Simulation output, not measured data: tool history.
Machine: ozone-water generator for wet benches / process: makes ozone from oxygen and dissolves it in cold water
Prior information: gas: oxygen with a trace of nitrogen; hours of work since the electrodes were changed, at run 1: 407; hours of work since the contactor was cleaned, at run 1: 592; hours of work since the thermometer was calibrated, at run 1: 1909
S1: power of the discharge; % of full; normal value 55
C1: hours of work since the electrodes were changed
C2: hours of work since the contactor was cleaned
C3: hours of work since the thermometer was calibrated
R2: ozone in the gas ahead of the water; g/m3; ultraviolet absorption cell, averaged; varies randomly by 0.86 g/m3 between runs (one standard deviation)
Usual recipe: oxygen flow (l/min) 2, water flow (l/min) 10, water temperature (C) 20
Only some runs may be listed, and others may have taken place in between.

{"run": 1, "hour": 0.0, "S1": 55, "oxygen flow (l/min)": 2, "water flow (l/min)": 10, "water temperature (C)": 20, "C1": 407, "C2": 592, "C3": 1909, "dissolved ozone (ppm)": 13.4, "R2": 139.7}
{"run": 2, "hour": 21.7, "S1": 55, "oxygen flow (l/min)": 2.48, "water flow (l/min)": 10, "water temperature (C)": 20, "C1": 426, "C2": 611, "C3": 1928, "dissolved ozone (ppm)": 13.9, "R2": 130.7}
{"run": 3, "hour": 41.4, "S1": 55, "oxygen flow (l/min)": 2, "water flow (l/min)": 10, "water temperature (C)": 20, "C1": 443, "C2": 628, "C3": 1945, "dissolved ozone (ppm)": 13.2, "R2": 139.5}
{"run": 4, "hour": 64.6, "S1": 55, "oxygen flow (l/min)": 2, "water flow (l/min)": 10, "water temperature (C)": 14, "C1": 463, "C2": 648, "C3": 1965, "dissolved ozone (ppm)": 14.4, "R2": 139.6}
{"run": 5, "hour": 90.6, "S1": 55, "oxygen flow (l/min)": 3.12, "water flow (l/min)": 10, "water temperature (C)": 20, "C1": 486, "C2": 671, "C3": 1988, "dissolved ozone (ppm)": 14.7, "R2": 121.2}
{"run": 6, "hour": 112.3, "S1": 55, "oxygen flow (l/min)": 3.09, "water flow (l/min)": 10, "water temperature (C)": 20, "C1": 505, "C2": 690, "C3": 2007, "dissolved ozone (ppm)": 14.6, "R2": 119}
{"run": 7, "hour": 134.3, "S1": 55, "oxygen flow (l/min)": 2, "water flow (l/min)": 10, "water temperature (C)": 20, "C1": 524, "C2": 709, "C3": 2026, "dissolved ozone (ppm)": 13.3, "R2": 137.8}
{"run": 8, "hour": 170.1, "S1": 55, "oxygen flow (l/min)": 2, "water flow (l/min)": 10, "water temperature (C)": 20, "C1": 555, "C2": 740, "C3": 2057, "dissolved ozone (ppm)": 13.2, "R2": 139.7}
{"run": 9, "hour": 196.6, "S1": 55, "oxygen flow (l/min)": 2, "water flow (l/min)": 10, "water temperature (C)": 14, "C1": 578, "C2": 763, "C3": 2080, "dissolved ozone (ppm)": 14, "R2": 139.3}
{"run": 10, "hour": 230.6, "S1": 71, "oxygen flow (l/min)": 2, "water flow (l/min)": 10, "water temperature (C)": 20, "C1": 607, "C2": 792, "C3": 2109, "dissolved ozone (ppm)": 16.1, "R2": 170}
{"run": 11, "hour": 250.9, "S1": 99, "oxygen flow (l/min)": 3.26, "water flow (l/min)": 10, "water temperature (C)": 20, "C1": 625, "C2": 810, "C3": 2127, "dissolved ozone (ppm)": 23.3, "R2": 190.4}
{"hour": 258.1, "done": "contactor cleaned"}
{"run": 12, "hour": 281.6, "S1": 99, "oxygen flow (l/min)": 3.26, "water flow (l/min)": 10, "water temperature (C)": 20, "C1": 648, "C2": 20, "C3": 2150, "dissolved ozone (ppm)": 23.1, "R2": 192.4}
{"run": 13, "hour": 319.2, "S1": 73, "oxygen flow (l/min)": 2.48, "water flow (l/min)": 10, "water temperature (C)": 20, "C1": 681, "C2": 53, "C3": 2183, "dissolved ozone (ppm)": 17.2, "R2": 163.8}
{"run": 14, "hour": 347.9, "S1": 55, "oxygen flow (l/min)": 2, "water flow (l/min)": 14, "water temperature (C)": 16, "C1": 706, "C2": 78, "C3": 2208, "dissolved ozone (ppm)": 10.1, "R2": 139.5}
{"run": 15, "hour": 366.2, "S1": 55, "oxygen flow (l/min)": 2, "water flow (l/min)": 10, "water temperature (C)": 20, "C1": 722, "C2": 94, "C3": 2223, "dissolved ozone (ppm)": 13, "R2": 138.2}
{"hour": 384.2, "done": "contactor cleaned, once more"}
{"run": 16, "hour": 407.0, "S1": 55, "oxygen flow (l/min)": 2, "water flow (l/min)": 10, "water temperature (C)": 20, "C1": 753, "C2": 20, "C3": 2255, "dissolved ozone (ppm)": 13.3, "R2": 138.8}
{"run": 17, "hour": 445.2, "S1": 55, "oxygen flow (l/min)": 2, "water flow (l/min)": 10, "water temperature (C)": 18, "C1": 787, "C2": 53, "C3": 2288, "dissolved ozone (ppm)": 13.6, "R2": 138.4}
{"run": 18, "hour": 478.4, "S1": 69, "oxygen flow (l/min)": 2, "water flow (l/min)": 7, "water temperature (C)": 23, "C1": 815, "C2": 82, "C3": 2317, "dissolved ozone (ppm)": 19.6, "R2": 165.6}
{"run": 19, "hour": 503.7, "S1": 43, "oxygen flow (l/min)": 2, "water flow (l/min)": 10, "water temperature (C)": 28, "C1": 837, "C2": 104, "C3": 2339, "dissolved ozone (ppm)": 9.8, "R2": 112.7}
{"run": 20, "hour": 530.3, "S1": 43, "oxygen flow (l/min)": 2, "water flow (l/min)": 10, "water temperature (C)": 28, "C1": 860, "C2": 127, "C3": 2362, "dissolved ozone (ppm)": 9.7, "R2": 113.7}

Each row is a separate what-if for the run after 20, all from the same tool condition, not one after another. Results?
{"run": "A", "hour": 556.8, "S1": 43, "oxygen flow (l/min)": 2.8, "water flow (l/min)": 11, "water temperature (C)": 28, "C1": 883, "C2": 150, "C3": 2385, "dissolved ozone (ppm)": "?", "R2": "?"}
{"run": "B", "hour": 556.8, "S1": 62, "oxygen flow (l/min)": 1.87, "water flow (l/min)": 10, "water temperature (C)": 20, "C1": 883, "C2": 150, "C3": 2385, "dissolved ozone (ppm)": "?", "R2": "?"}
{"run": "C", "hour": 556.8, "S1": 62, "oxygen flow (l/min)": 1.9, "water flow (l/min)": 10, "water temperature (C)": 28, "C1": 883, "C2": 150, "C3": 2385, "dissolved ozone (ppm)": "?", "R2": "?"}

run=A dissolved_ozone_(ppm)=9.6 R2=101.4
run=B dissolved_ozone_(ppm)=14.3 R2=156
run=C dissolved_ozone_(ppm)=12.8 R2=155.6
With no hidden state in the tool, these same runs would have given:
run=A dissolved_ozone_(ppm)=9.8 R2=103.1
run=B dissolved_ozone_(ppm)=14.7 R2=159.8
run=C dissolved_ozone_(ppm)=13.2 R2=159.4
